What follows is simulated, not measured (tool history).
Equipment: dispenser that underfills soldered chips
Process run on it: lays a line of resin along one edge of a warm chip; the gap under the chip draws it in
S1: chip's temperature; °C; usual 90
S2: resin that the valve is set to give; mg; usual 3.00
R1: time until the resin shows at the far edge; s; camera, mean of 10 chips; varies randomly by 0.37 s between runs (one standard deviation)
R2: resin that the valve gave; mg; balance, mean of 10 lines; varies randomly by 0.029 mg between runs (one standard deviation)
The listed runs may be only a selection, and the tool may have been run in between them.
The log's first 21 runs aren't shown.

| run | day | S1 | S2 | R1 | R2 |
|---|---|---|---|---|---|
| 22 | 3.938 | 83 | 2.80 | 29.5 | 2.60 |
| 23 | 4.133 | 83 | 2.80 | 34.3 | 2.62 |
|  | 4.204 | new syringe of resin |
| 24 | 4.271 | 86 | 3.60 | 23.9 | 3.39 |
|  | 4.500 | dispensing valve cleaned and set on the balance |
| 25 | 4.558 | 103 | 3.38 | 17.6 | 3.37 |
|  | 4.692 | new syringe of resin |
| 26 | 4.692 | 77 | 3.12 | 29.7 | 3.13 |
| 27 | 4.888 | 77 | 3.12 | 34.5 | 3.12 |
|  | 5.125 | new syringe of resin |
| 28 | 5.125 | 98 | 3.32 | 16.9 | 3.24 |
| 29 | 5.288 | 98 | 3.32 | 18.0 | 3.29 |
| 30 | 5.517 | 98 | 3.32 | 21.9 | 3.26 |
|  | 5.558 | new syringe of resin |
| 31 | 5.721 | 98 | 3.32 | 19.5 | 3.23 |
| 32 | 5.921 | 98 | 3.32 | 21.9 | 3.24 |
|  | 5.992 | new syringe of resin |
| 33 | 6.146 | 98 | 3.32 | 18.3 | 3.23 |
| 34 | 6.333 | 78 | 3.25 | 37.3 | 3.06 |
|  | 6.429 | new syringe of resin |
| 35 | 6.575 | 86 | 3.33 | 24.6 | 3.22 |

Predict each of these 5 candidate next runs independently; none follows another, all start after run 35:
| A | 6.704 | 97 | 2.98 | ? | ? |
| B | 6.704 | 86 | 2.79 | ? | ? |
| C | 6.704 | 77 | 3.47 | ? | ? |
| D | 6.704 | 88 | 3.21 | ? | ? |
| E | 6.704 | 95 | 3.55 | ? | ? |

| run | R1 | R2 |
|---|---|---|
| A | 21.2 | 2.82 |
| B | 28.7 | 2.68 |
| C | 35.4 | 3.31 |
| D | 26.4 | 3.11 |
| E | 22.1 | 3.42 |
Without the tool's unlogged condition, the same runs would have read:
| run | R1 | R2 |
|---|---|---|
| A | 18.0 | 2.95 |
| B | 24.4 | 2.80 |
| C | 30.5 | 3.45 |
| D | 22.6 | 3.24 |
| E | 19.0 | 3.57 |
